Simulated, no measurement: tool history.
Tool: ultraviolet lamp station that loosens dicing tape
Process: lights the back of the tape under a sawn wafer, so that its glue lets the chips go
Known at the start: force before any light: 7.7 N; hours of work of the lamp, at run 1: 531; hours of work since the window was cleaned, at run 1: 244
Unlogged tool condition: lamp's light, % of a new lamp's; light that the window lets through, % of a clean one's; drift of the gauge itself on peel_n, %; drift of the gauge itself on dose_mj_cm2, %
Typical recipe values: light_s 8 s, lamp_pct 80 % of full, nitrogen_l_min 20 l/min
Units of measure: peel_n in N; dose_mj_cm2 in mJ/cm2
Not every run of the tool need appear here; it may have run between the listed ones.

run	hour	light_s	lamp_pct	nitrogen_l_min	hours of work of the lamp	hours of work since the window was cleaned	peel_n	dose_mj_cm2
1	0	8	80	20	531	244	0.749	298
2	31.9	8	80	20	550	264	0.737	297
3	53.7	8	80	20	564	277	0.757	295
4	85.9	8	80	20	583	297	0.763	294
# hour 90.3: window cleaned of glue's vapour
5	129.5	8	80	20	610	24	0.901	277
6	170.6	15	69	11	635	49	0.545	437
7	208	15	69	11	658	72	0.558	433
8	245	6	77	9	680	94	2.411	194
# hour 253.9: window cleaned of glue's vapour, once more
9	280.9	8	64	15	702	16	1.286	242
10	302.6	14	85	15	715	30	0.223	573

A few steps of peel_n between consecutive runs. Split each: what settings, incoming material and random variation would produce without the hidden state, and what is left over for the hidden state, along with gauge scatter present in only one of the two compared results (measured, and without hidden state):
Run 7 -> 8: light_s 15 -> 6, lamp_pct 69 -> 77, nitrogen_l_min 11 -> 9. peel_n +1.853 N: hidden state +0.509, all else +1.344.
